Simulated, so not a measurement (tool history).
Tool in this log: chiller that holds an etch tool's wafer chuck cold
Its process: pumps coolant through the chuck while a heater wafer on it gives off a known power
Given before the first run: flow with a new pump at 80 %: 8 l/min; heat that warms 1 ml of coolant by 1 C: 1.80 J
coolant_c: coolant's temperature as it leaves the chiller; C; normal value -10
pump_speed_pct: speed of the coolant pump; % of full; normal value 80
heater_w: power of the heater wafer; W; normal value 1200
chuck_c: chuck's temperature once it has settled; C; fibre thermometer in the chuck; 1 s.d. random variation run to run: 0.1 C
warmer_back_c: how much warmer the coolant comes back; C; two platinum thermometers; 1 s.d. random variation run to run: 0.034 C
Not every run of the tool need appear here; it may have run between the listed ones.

run	hour	coolant_c	pump_speed_pct	heater_w	chuck_c	warmer_back_c
1	0	-10	80	1200	-0.2	5.49
2	142.7	-10	80	1200	-0.1	5.52
3	317.9	-10	80	1200	0.1	5.51
4	503.3	-10	80	1200	0.1	5.54
# hour 625.2: coolant pump overhauled
5	714.7	-10	80	1493	1.4	6.28
6	897.4	-10	80	1200	-0.8	5.01
7	1043.9	0	80	1200	9.1	5.04
8	1170	-10	80	1200	-0.8	5.12
9	1340.2	-10	80	1200	-0.9	5.06
10	1528.3	-10	66	1200	1.4	6.22
11	1643.5	-10	66	1200	1.2	6.29
12	1864.9	-10	79	1200	-0.6	5.17
13	2064	-10	79	1200	-0.7	5.18
14	2178.5	-10	79	1200	-0.5	5.15
15	2334.9	-10	80	1200	-0.9	5.12
16	2446	-10	65	1200	1.5	6.42
# hour 2482.3: chiller's thermometer calibrated
17	2677.3	-4	80	1200	5.9	5.15
18	2890.6	-4	80	1200	6	5.13
19	3112.7	-14	73	1388	-1.2	6.6
20	3233.2	-7	76	952	1.3	4.34
21	3397.1	-7	76	952	1.3	4.34
22	3496	-7	76	952	1.3	4.38
23	3695.9	-7	70	773	0.4	3.9
24	3882.5	-10	86	1252	-0.2	5.02
25	4113.9	-10	86	1252	-0.2	5.04
26	4232.2	-7	86	1725	6.7	7
27	4364.7	-12	93	1045	-4.3	3.89
28	4540.9	-12	93	1045	-4.5	3.87
# hour 4764.3: coolant changed, channels flushed
29	4777.7	-12	93	1045	-5.6	3.9
30	4973	-12	93	1045	-5.5	3.92
# hour 5017.3: chiller's thermometer calibrated
31	5157	-12	93	1045	-5	3.94
32	5308.3	-12	93	1045	-4.9	3.85

Branching from run 32: 3 alternative next runs. What would each branch give?
A	5432.5	-10	80	913	?	?
B	5432.5	-18	66	1045	?	?
C	5432.5	-9	66	1045	?	?

run	chuck_c	warmer_back_c
A	-3	4.08
B	-8.1	5.74
C	0.9	5.76
What these runs would have given with no unlogged condition in the tool:
run	chuck_c	warmer_back_c
A	-3.5	3.82
B	-8.8	5.37
C	0.2	5.39
